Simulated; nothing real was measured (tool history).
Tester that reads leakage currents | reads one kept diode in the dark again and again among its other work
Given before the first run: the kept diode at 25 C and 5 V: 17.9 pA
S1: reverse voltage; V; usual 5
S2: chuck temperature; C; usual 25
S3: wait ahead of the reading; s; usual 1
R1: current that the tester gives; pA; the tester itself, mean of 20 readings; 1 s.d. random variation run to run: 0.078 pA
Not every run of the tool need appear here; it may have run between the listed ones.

run    hour     S1  S2    S3      R1
  1       0      5  25     1   26.25
  2   254.3   8.72  25     1   38.55
  3     442   8.72  25     1   40.17
  4   672.8   8.72  25     1   42.07
  5   830.4   1.32  25     1   14.33
  6   965.5   1.32  25     1   14.45
  7  1119.5      5  25     1   32.03
  8  1288.9      5  25     1   32.42
  9  1404.7      5  25     1   33.32
     1618.7  -- chuck's temperature calibrated
 10  1646.9      5  25     1   32.73
 11  1836.3      5  25  1.68      33
 12  1984.9      5  25  1.68   33.66
 13  2224.3      5  25  1.68   35.05
     2419.8  -- tester calibrated
     2434.2  -- probe card cleaned and baked
 14  2473.8      5  25  1.68   19.61
 15  2630.6  17.21  25     1   39.97
 16  2855.5  17.21  25  1.34   41.93
 17  2986.6   2.35  25     1   15.74
 18    3111   2.35  25     1   16.03
 19  3321.8   2.35  25  3.72   15.85
 20  3509.8      5  25     1   25.32
 21  3717.6      5  25  1.25   25.79
 22  3976.9      5  25  1.25   27.18
 23    4083   1.44  25     1   14.31
 24  4235.2   2.73  50  2.15  111.39
 25  4386.1   7.24  41  1.21   94.61
 26  4567.8      5  25  3.98   28.91
 27  4722.8   4.89  24     1   29.19
 28  4894.4   9.71  23  2.05   43.77
     5022.2  -- chuck's temperature calibrated
 29  5036.6   9.71  23  2.05    44.1
 30  5196.1   6.82  25     1   40.03
 31    5345      5  25  0.32   37.63
 32  5543.7      5  22   1.9   28.97
 33  5717.6      5  59     1  268.24
     5934.9  -- probe card cleaned and baked
 34  5934.9      5  29  1.39   27.92
 35  6047.7  14.42  29  0.55   52.33
 36  6169.3  14.42  29  0.55   53.92
 37    6307      5  39   1.1   62.82
 38  6429.6   8.59  26     1   32.79
 39  6541.3   8.59  26     1   33.69
 40  6715.1   1.65  25  2.88   13.76

4 ways to go on from here, each from the tool as it stands after run 40. What would each give?
  A  6967   1.44  51  1.21   ?
  B  6967   1.65  25  1.87   ?
  C  6967   1.65  55  2.88   ?
  D  6967  17.29  25   2.1   ?

run      R1
  A    92.5
  B   14.29
  C  128.69
  D   50.96
Had the tool no hidden state, the same runs would have come out as:
run      R1
  A   85.19
  B   11.87
  C  118.93
  D   32.85
